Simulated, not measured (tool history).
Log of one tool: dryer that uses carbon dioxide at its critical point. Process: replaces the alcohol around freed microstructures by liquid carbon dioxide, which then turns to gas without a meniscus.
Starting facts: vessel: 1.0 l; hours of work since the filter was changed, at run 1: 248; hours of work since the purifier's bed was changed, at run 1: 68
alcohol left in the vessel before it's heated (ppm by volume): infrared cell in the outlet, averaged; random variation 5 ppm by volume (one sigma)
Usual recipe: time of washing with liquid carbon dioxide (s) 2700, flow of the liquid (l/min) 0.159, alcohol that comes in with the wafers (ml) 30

run	hour	time of washing with liquid carbon dioxide (s)	flow of the liquid (l/min)	alcohol that comes in with the wafers (ml)	hours of work since the filter was changed	hours of work since the purifier's bed was changed	alcohol left in the vessel before it's heated (ppm by volume)
1	0	2700	0.159	30	248	68	73
# hour 13.5: inlet filter changed
2	34.8	2700	0.159	30	12	87	69
3	63.8	2700	0.159	30	28	103	69
4	94	2700	0.159	115	45	120	182
5	125.9	2700	0.159	115	63	138	195
6	145.3	2700	0.159	26	74	149	72
7	170.1	2700	0.159	30	88	163	86
8	215.7	2700	0.159	30	114	189	88
9	244.8	2700	0.159	30	130	205	100
10	265	2700	0.159	30	142	217	99
11	287.1	2760	0.159	30	154	229	97
12	328	2760	0.159	30	177	252	99
13	365.3	2760	0.159	30	198	273	118
14	388.9	2700	0.159	30	212	287	125
15	419.6	1620	0.159	30	229	304	803
16	447.4	1620	0.159	30	245	320	801
# hour 467: inlet filter changed
17	490.4	2700	0.159	83	13	343	182
18	527.5	2700	0.159	83	34	364	209
19	569.7	1680	0.159	90	58	388	1600
20	599.5	1980	0.163	90	75	405	758
21	628.8	3720	0.226	39	91	422	94
22	655.9	3960	0.203	39	107	437	99
23	677.4	3960	0.203	39	119	449	114
24	718.6	3960	0.203	72	142	472	105
25	744.8	3960	0.203	72	157	487	115
26	770.3	3960	0.203	72	171	501	117
27	799.4	3840	0.137	111	187	518	176
28	844.5	3840	0.137	111	213	543	175
29	887.2	3840	0.137	111	237	567	184
# hour 920.8: inlet filter changed
30	935.6	3600	0.096	43	8	594	333
31	955.2	2160	0.119	42	19	605	887

Below, each run's measurement less what the same run would have read without the hidden state. Both values contain the same run-to-run variation, but the gauge's scatter may not be the same in both:
Unlogged tool condition in this case: flow that reaches the vessel past the clogged filter, %; alcohol in the recycled carbon dioxide, ppm; drift of the gauge itself on alcohol_ppm, %.
run	alcohol left in the vessel before it's heated (ppm by volume)
1	+37
2	+21
3	+25
4	+45
5	+54
6	+38
7	+44
8	+52
9	+57
10	+60
11	+62
12	+71
13	+77
14	+86
15	+256
16	+271
17	+80
18	+93
19	+226
20	+177
21	+94
22	+95
23	+101
24	+104
25	+108
26	+111
27	+138
28	+140
29	+155
30	+137
31	+151
